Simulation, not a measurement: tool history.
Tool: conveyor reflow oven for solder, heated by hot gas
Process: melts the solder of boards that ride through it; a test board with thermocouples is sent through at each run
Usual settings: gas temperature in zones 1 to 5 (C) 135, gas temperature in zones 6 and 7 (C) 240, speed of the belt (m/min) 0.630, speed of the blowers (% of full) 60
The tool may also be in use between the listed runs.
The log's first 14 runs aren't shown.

run	hour	gas temperature in zones 1 to 5 (C)	gas temperature in zones 6 and 7 (C)	speed of the belt (m/min)	speed of the blowers (% of full)	highest temperature of the board (C)	time above the solder's melting point (s)
15	666.9	135	240	0.630	64	221.6	52.4
16	728.9	135	240	0.630	60	220.4	51.6
17	794.4	135	240	0.630	60	219.9	51.4
18	829.1	135	240	0.630	60	219.7	51.1
19	868.3	135	240	0.630	60	219.2	50.8
20	906.7	135	240	0.630	60	218.6	50.6
21	979.7	140	240	0.536	60	224.6	66.3
22	1039.2	136	228	0.536	60	212.7	56.3
# hour 1051.3: flux residue cleaned out of gas plates and filters
23	1076.3	136	253	0.758	64	225.8	45.9
24	1120.2	146	250	0.758	64	225.4	48.2
# hour 1140.5: belt drive overhauled, speed set with a stopwatch
25	1191.8	135	240	0.630	66	220.5	51.4
26	1228.3	135	241	0.630	60	219.5	50.6
27	1260.3	135	244	0.720	63	217.8	42.3
28	1321.8	147	248	0.717	80	226.7	51.1
# hour 1352.0: thermocouples of zones 6 and 7 changed
29	1402.6	147	240	0.654	53	217.8	50.9
30	1438.1	124	247	0.544	60	227.9	61.3
31	1477.7	135	240	0.576	60	221.1	56.4

Forecast each of these 3 alternatives for the next run:
# hour 1530.1: flux residue cleaned out of gas plates and filters
A	1545.0	135	240	0.630	68	?	?
# hour 1530.1: flux residue cleaned out of gas plates and filters
B	1545.0	134	245	0.596	60	?	?
# hour 1530.1: flux residue cleaned out of gas plates and filters
C	1545.0	135	238	0.514	60	?	?

run	highest temperature of the board (C)	time above the solder's melting point (s)
A	222.5	52.8
B	226.5	57.6
C	225.0	67.2
Without the tool's hidden state the same runs would have given:
run	highest temperature of the board (C)	time above the solder's melting point (s)
A	223.4	53.0
B	227.3	57.7
C	225.9	67.3
